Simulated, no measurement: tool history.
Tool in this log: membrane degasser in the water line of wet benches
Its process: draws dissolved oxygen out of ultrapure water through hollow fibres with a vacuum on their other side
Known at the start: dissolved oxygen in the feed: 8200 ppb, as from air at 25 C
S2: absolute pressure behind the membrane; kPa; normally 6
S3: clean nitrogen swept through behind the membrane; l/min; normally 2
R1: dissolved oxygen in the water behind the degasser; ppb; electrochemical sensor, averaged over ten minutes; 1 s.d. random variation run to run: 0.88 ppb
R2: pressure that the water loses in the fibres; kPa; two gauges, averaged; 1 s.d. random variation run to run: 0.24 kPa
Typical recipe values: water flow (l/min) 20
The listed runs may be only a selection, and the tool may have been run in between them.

Run 1, hour 0: usual settings. Result: R1 85.8 ppb, R2 61.59 kPa.
Run 2, hour 207.7: usual settings. Result: R1 86.2 ppb, R2 62.02 kPa.
Run 3, hour 412.7: usual settings. Result: R1 88.8 ppb, R2 61.84 kPa.
Run 4, hour 604.1: usual settings but S2 4.3 kPa. Result: R1 48 ppb, R2 61.92 kPa.
Run 5, hour 877.2: usual settings. Result: R1 88.3 ppb, R2 62.31 kPa.
Run 6, hour 1161.3: usual settings. Result: R1 92.1 ppb, R2 62.31 kPa.
Run 7, hour 1471.3: usual settings but S2 5.3 kPa. Result: R1 75.6 ppb, R2 62.2 kPa.
Run 8, hour 1707.9: usual settings but water flow (l/min) 13. Result: R1 50.7 ppb, R2 40.71 kPa.
Run 9, hour 1934.9: usual settings but water flow (l/min) 13. Result: R1 51.8 ppb, R2 40.84 kPa.
Run 10, hour 2135.7: usual settings but water flow (l/min) 13, S3 0.82 l/min. Result: R1 114.4 ppb, R2 40.66 kPa.
Run 11, hour 2456.9: usual settings but water flow (l/min) 13, S3 0.82 l/min. Result: R1 113.4 ppb, R2 40.92 kPa.
Run 12, hour 2673.8: usual settings but S3 1.6 l/min. Result: R1 112.3 ppb, R2 62.77 kPa.
Run 13, hour 2963.3: usual settings but water flow (l/min) 16. Result: R1 69.3 ppb, R2 50.63 kPa.
At hour 3203.8: seals of the vacuum lines changed.
Run 14, hour 3264.7: usual settings but water flow (l/min) 16. Result: R1 69.1 ppb, R2 50.87 kPa.
Run 15, hour 3439: usual settings but water flow (l/min) 16, S3 0.99 l/min. Result: R1 123.3 ppb, R2 50.6 kPa.
Run 16, hour 3611.4: usual settings but water flow (l/min) 16, S3 0.99 l/min. Result: R1 127.6 ppb, R2 50.43 kPa.
Run 17, hour 3762.9: usual settings but water flow (l/min) 29. Result: R1 181.8 ppb, R2 92.96 kPa.
Run 18, hour 4083: usual settings but water flow (l/min) 24, S2 8.13 kPa, S3 1.23 l/min. Result: R1 270.1 ppb, R2 76.15 kPa.
Run 19, hour 4233.5: usual settings but water flow (l/min) 24, S2 8.13 kPa, S3 1.23 l/min. Result: R1 270.9 ppb, R2 76.25 kPa.
Run 20, hour 4368.9: usual settings but water flow (l/min) 24, S2 4.3 kPa, S3 5.09 l/min. Result: R1 61.1 ppb, R2 76.6 kPa.
Run 21, hour 4649.7: usual settings but S3 1.36 l/min. Result: R1 134.5 ppb, R2 63.87 kPa.
Run 22, hour 4817.6: usual settings but water flow (l/min) 14, S2 3.6 kPa, S3 1.36 l/min. Result: R1 27 ppb, R2 45.11 kPa.
Run 23, hour 4986: usual settings but water flow (l/min) 14, S2 3.6 kPa, S3 1.36 l/min. Result: R1 27.3 ppb, R2 44.52 kPa.
At hour 5030.7: vacuum gauge calibrated.
Run 24, hour 5174.1: usual settings but water flow (l/min) 14, S2 3.6 kPa, S3 1.36 l/min. Result: R1 16.4 ppb, R2 45.08 kPa.
Run 25, hour 5455.6: usual settings but water flow (l/min) 14, S2 3.6 kPa, S3 1.36 l/min. Result: R1 17.3 ppb, R2 45.44 kPa.
Run 26, hour 5620.9: usual settings but water flow (l/min) 14, S2 3.6 kPa, S3 1.36 l/min. Result: R1 18 ppb, R2 44.88 kPa.
Run 27, hour 5797.4: usual settings but water flow (l/min) 15, S2 3.64 kPa, S3 5.49 l/min. Result: R1 11.6 ppb, R2 48.26 kPa.
Run 28, hour 5964.1: usual settings but water flow (l/min) 15, S2 3.64 kPa, S3 5.49 l/min. Result: R1 11.7 ppb, R2 48.54 kPa.
Run 29, hour 6158: usual settings but water flow (l/min) 15, S2 3.64 kPa, S3 5.49 l/min. Result: R1 12.4 ppb, R2 48.66 kPa.
Run 30, hour 6397.7: usual settings but water flow (l/min) 15, S2 3.64 kPa, S3 5.49 l/min. Result: R1 12.2 ppb, R2 48.74 kPa.
Run 31, hour 6574.5: usual settings but water flow (l/min) 15, S2 3.64 kPa, S3 5.49 l/min. Result: R1 12.8 ppb, R2 48.92 kPa.
Run 32, hour 6757: usual settings but water flow (l/min) 15, S2 3.64 kPa, S3 5.49 l/min. Result: R1 12.8 ppb, R2 48.96 kPa.

Some steps in R1, run to run, broken into two amounts with sign: the step expected even without the hidden condition (settings, incoming material, random variation), and the rest, left for the hidden condition together with whatever gauge scatter is not in both the measured and the hidden-condition-free result:
Hidden conditions of the tool in this case: membrane still open, %; true pressure behind the membrane over the reading, kPa; air that leaks in behind the membrane, l/min; drift of the gauge itself on oxygen_ppb, %; drift of the gauge itself on loss_of_pressure_kpa, %.
Run 16 -> 17: water flow (l/min) 16 -> 29, S3 0.99 -> 2. R1 +54.2 ppb: hidden state +11.6, all else +42.6.
Run 17 -> 18: water flow (l/min) 29 -> 24, S2 6 -> 8.13, S3 2 -> 1.23. R1 +88.3 ppb: hidden state -0.6, all else +88.9.
Run 19 -> 20: S2 8.13 -> 4.3, S3 1.23 -> 5.09. R1 -209.8 ppb: hidden state -12.4, all else -197.4.
Run 21 -> 22: water flow (l/min) 20 -> 14, S2 6 -> 3.6. R1 -107.5 ppb: hidden state -9, all else -98.5.
Run 23 -> 24: vacuum gauge calibrated. R1 -10.9 ppb: hidden state -10.8, all else -0.1.
